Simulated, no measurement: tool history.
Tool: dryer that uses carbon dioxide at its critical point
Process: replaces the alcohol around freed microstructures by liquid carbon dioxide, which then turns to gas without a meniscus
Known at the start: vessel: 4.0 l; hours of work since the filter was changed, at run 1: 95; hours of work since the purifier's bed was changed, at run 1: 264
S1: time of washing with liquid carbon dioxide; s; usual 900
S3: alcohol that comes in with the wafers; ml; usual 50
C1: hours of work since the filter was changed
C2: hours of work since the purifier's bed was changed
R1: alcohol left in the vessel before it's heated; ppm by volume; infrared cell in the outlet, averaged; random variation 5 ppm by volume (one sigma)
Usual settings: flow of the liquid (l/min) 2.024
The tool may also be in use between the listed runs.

Run 1, hour 0.0: usual settings; C1 95; C2 264. Result: R1 143 ppm by volume.
Run 2, hour 10.6: usual settings; C1 101; C2 270. Result: R1 139 ppm by volume.
Run 3, hour 20.5: usual settings but S3 42 ml; C1 106; C2 275. Result: R1 135 ppm by volume.
Run 4, hour 31.8: usual settings but S3 92 ml; C1 113; C2 281. Result: R1 163 ppm by volume.
Run 5, hour 39.4: usual settings but S3 92 ml; C1 117; C2 285. Result: R1 162 ppm by volume.
Run 6, hour 46.6: usual settings but flow of the liquid (l/min) 1.240, S3 92 ml; C1 121; C2 289. Result: R1 639 ppm by volume.
Run 7, hour 62.1: usual settings but flow of the liquid (l/min) 1.240, S3 92 ml; C1 129; C2 298. Result: R1 667 ppm by volume.
Run 8, hour 72.0: usual settings but flow of the liquid (l/min) 1.240, S3 92 ml; C1 134; C2 303. Result: R1 657 ppm by volume.
Run 9, hour 78.5: usual settings but S1 1080 s, S3 109 ml; C1 138; C2 307. Result: R1 142 ppm by volume.
Run 10, hour 91.2: usual settings but S1 1080 s, S3 109 ml; C1 145; C2 314. Result: R1 152 ppm by volume.
Run 11, hour 106.2: usual settings but S1 1080 s, S3 109 ml; C1 153; C2 322. Result: R1 158 ppm by volume.
Run 12, hour 118.9: usual settings but S1 1080 s, S3 109 ml; C1 160; C2 329. Result: R1 168 ppm by volume.
Run 13, hour 126.4: usual settings but S1 840 s, S3 109 ml; C1 164; C2 333. Result: R1 217 ppm by volume.
Run 14, hour 134.2: usual settings but S1 840 s, S3 109 ml; C1 169; C2 337. Result: R1 234 ppm by volume.
Run 15, hour 150.0: usual settings but S1 660 s, flow of the liquid (l/min) 1.900, S3 66 ml; C1 177; C2 346. Result: R1 348 ppm by volume.

3 ways to go on from here, each from the tool as it stands after run 15. What would each give?
Run A, hour 158.6: usual settings but S1 660 s, flow of the liquid (l/min) 2.020, S3 41 ml; C1 182; C2 351. Result: R1 ?.
Run B, hour 158.6: usual settings but S3 36 ml; C1 182; C2 351. Result: R1 ?.
Run C, hour 158.6: usual settings but S1 960 s, flow of the liquid (l/min) 3.150; C1 182; C2 351. Result: R1 ?.

run   R1
  A  252
  B  169
  C  176
Without the tool's hidden state the same runs would have given:
run  R1
  A  78
  B  15
  C  20

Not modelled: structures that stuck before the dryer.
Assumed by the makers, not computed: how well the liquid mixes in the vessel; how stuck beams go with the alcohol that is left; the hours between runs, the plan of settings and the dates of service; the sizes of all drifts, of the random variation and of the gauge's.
